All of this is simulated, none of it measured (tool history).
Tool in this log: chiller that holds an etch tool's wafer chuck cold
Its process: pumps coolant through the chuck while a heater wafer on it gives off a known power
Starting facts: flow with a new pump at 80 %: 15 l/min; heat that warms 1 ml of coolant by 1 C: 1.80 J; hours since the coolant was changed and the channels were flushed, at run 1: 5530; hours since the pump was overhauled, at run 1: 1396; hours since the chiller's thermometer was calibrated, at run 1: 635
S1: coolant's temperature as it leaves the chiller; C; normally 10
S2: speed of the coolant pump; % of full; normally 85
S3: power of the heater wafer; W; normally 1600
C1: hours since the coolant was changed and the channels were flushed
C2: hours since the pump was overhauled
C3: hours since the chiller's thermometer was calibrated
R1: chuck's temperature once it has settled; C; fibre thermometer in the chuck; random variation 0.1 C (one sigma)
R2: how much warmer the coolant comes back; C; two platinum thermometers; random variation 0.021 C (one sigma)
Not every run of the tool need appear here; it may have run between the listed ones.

{"run": 1, "hour": 0.0, "S1": 10, "S2": 85, "S3": 1600, "C1": 5530, "C2": 1396, "C3": 635, "R1": 21.6, "R2": 3.33}
{"run": 2, "hour": 26.8, "S1": 10, "S2": 85, "S3": 1600, "C1": 5557, "C2": 1423, "C3": 662, "R1": 21.8, "R2": 3.36}
{"run": 3, "hour": 60.1, "S1": 10, "S2": 85, "S3": 1600, "C1": 5590, "C2": 1456, "C3": 695, "R1": 21.7, "R2": 3.39}
{"run": 4, "hour": 91.0, "S1": 10, "S2": 85, "S3": 1600, "C1": 5621, "C2": 1487, "C3": 726, "R1": 21.7, "R2": 3.37}
{"run": 5, "hour": 124.4, "S1": 10, "S2": 85, "S3": 1600, "C1": 5655, "C2": 1521, "C3": 759, "R1": 21.7, "R2": 3.37}
{"run": 6, "hour": 181.2, "S1": 10, "S2": 85, "S3": 1600, "C1": 5711, "C2": 1577, "C3": 816, "R1": 21.7, "R2": 3.34}
{"run": 7, "hour": 212.7, "S1": 10, "S2": 85, "S3": 1600, "C1": 5743, "C2": 1609, "C3": 848, "R1": 21.7, "R2": 3.37}
{"run": 8, "hour": 242.9, "S1": 10, "S2": 85, "S3": 1600, "C1": 5773, "C2": 1639, "C3": 878, "R1": 21.4, "R2": 3.34}
{"run": 9, "hour": 277.4, "S1": 10, "S2": 85, "S3": 1600, "C1": 5808, "C2": 1674, "C3": 912, "R1": 21.5, "R2": 3.36}
{"run": 10, "hour": 326.0, "S1": 10, "S2": 85, "S3": 1600, "C1": 5856, "C2": 1722, "C3": 961, "R1": 21.7, "R2": 3.38}
{"run": 11, "hour": 371.5, "S1": 10, "S2": 85, "S3": 1600, "C1": 5902, "C2": 1768, "C3": 1007, "R1": 21.7, "R2": 3.33}
{"run": 12, "hour": 425.8, "S1": 10, "S2": 85, "S3": 1600, "C1": 5956, "C2": 1822, "C3": 1061, "R1": 21.9, "R2": 3.32}
{"run": 13, "hour": 453.0, "S1": 10, "S2": 85, "S3": 1600, "C1": 5983, "C2": 1849, "C3": 1088, "R1": 22.0, "R2": 3.37}
{"run": 14, "hour": 494.7, "S1": 10, "S2": 85, "S3": 1600, "C1": 6025, "C2": 1891, "C3": 1130, "R1": 21.7, "R2": 3.35}
{"run": 15, "hour": 545.7, "S1": 10, "S2": 85, "S3": 1600, "C1": 6076, "C2": 1942, "C3": 1181, "R1": 21.7, "R2": 3.35}
{"run": 16, "hour": 586.5, "S1": 10, "S2": 85, "S3": 1117, "C1": 6117, "C2": 1983, "C3": 1222, "R1": 18.3, "R2": 2.35}
{"run": 17, "hour": 637.3, "S1": 10, "S2": 85, "S3": 1117, "C1": 6167, "C2": 2033, "C3": 1272, "R1": 18.4, "R2": 2.37}
{"run": 18, "hour": 682.8, "S1": 13, "S2": 80, "S3": 1455, "C1": 6213, "C2": 2079, "C3": 1318, "R1": 24.0, "R2": 3.26}
{"run": 19, "hour": 738.3, "S1": 13, "S2": 80, "S3": 1455, "C1": 6269, "C2": 2134, "C3": 1373, "R1": 24.2, "R2": 3.24}
{"run": 20, "hour": 796.1, "S1": 13, "S2": 80, "S3": 1455, "C1": 6326, "C2": 2192, "C3": 1431, "R1": 24.3, "R2": 3.25}
{"run": 21, "hour": 855.3, "S1": 10, "S2": 72, "S3": 1600, "C1": 6386, "C2": 2251, "C3": 1490, "R1": 23.4, "R2": 3.93}
{"run": 22, "hour": 911.9, "S1": 2, "S2": 75, "S3": 908, "C1": 6442, "C2": 2308, "C3": 1547, "R1": 9.5, "R2": 2.13}
{"run": 23, "hour": 966.0, "S1": 2, "S2": 75, "S3": 908, "C1": 6496, "C2": 2362, "C3": 1601, "R1": 9.3, "R2": 2.18}
{"run": 24, "hour": 1009.1, "S1": 15, "S2": 75, "S3": 908, "C1": 6539, "C2": 2405, "C3": 1644, "R1": 22.3, "R2": 2.13}
{"run": 25, "hour": 1041.8, "S1": 6, "S2": 72, "S3": 894, "C1": 6572, "C2": 2438, "C3": 1677, "R1": 13.4, "R2": 2.19}
{"run": 26, "hour": 1100.8, "S1": 6, "S2": 64, "S3": 894, "C1": 6631, "C2": 2497, "C3": 1736, "R1": 14.2, "R2": 2.45}
{"run": 27, "hour": 1152.0, "S1": 16, "S2": 75, "S3": 1810, "C1": 6682, "C2": 2548, "C3": 1787, "R1": 30.9, "R2": 4.25}
{"run": 28, "hour": 1182.9, "S1": 16, "S2": 75, "S3": 1810, "C1": 6713, "C2": 2579, "C3": 1818, "R1": 30.7, "R2": 4.33}
{"run": 29, "hour": 1212.2, "S1": 14, "S2": 75, "S3": 2049, "C1": 6742, "C2": 2608, "C3": 1847, "R1": 30.5, "R2": 4.84}
{"run": 30, "hour": 1243.8, "S1": 10, "S2": 78, "S3": 1803, "C1": 6774, "C2": 2640, "C3": 1879, "R1": 24.2, "R2": 4.1}
{"hour": 1253.3, "done": "coolant changed, channels flushed"}
{"run": 31, "hour": 1289.7, "S1": 10, "S2": 66, "S3": 1575, "C1": 36, "C2": 2680, "C3": 1919, "R1": 24.2, "R2": 4.2}
{"run": 32, "hour": 1325.0, "S1": 19, "S2": 64, "S3": 1600, "C1": 72, "C2": 2715, "C3": 1954, "R1": 33.8, "R2": 4.38}

Consider 3 possible next runs. They are alternatives, not a sequence: every one starts from the tool as it was left by run 32. What does each give?
{"run": "A", "hour": 1377.3, "S1": 0, "S2": 71, "S3": 1033, "C1": 124, "C2": 2767, "C3": 2006, "R1": "?", "R2": "?"}
{"run": "B", "hour": 1377.3, "S1": 10, "S2": 85, "S3": 1750, "C1": 124, "C2": 2767, "C3": 2006, "R1": "?", "R2": "?"}
{"run": "C", "hour": 1377.3, "S1": 10, "S2": 85, "S3": 1109, "C1": 124, "C2": 2767, "C3": 2006, "R1": "?", "R2": "?"}

run=A R1=8.8 R2=2.56
run=B R1=22.9 R2=3.70
run=C R1=18.1 R2=2.34
Take away the tool's hidden state, keep each run's random variation, and the runs would have read:
run=A R1=8.8 R2=2.56
run=B R1=22.9 R2=3.70
run=C R1=18.1 R2=2.33

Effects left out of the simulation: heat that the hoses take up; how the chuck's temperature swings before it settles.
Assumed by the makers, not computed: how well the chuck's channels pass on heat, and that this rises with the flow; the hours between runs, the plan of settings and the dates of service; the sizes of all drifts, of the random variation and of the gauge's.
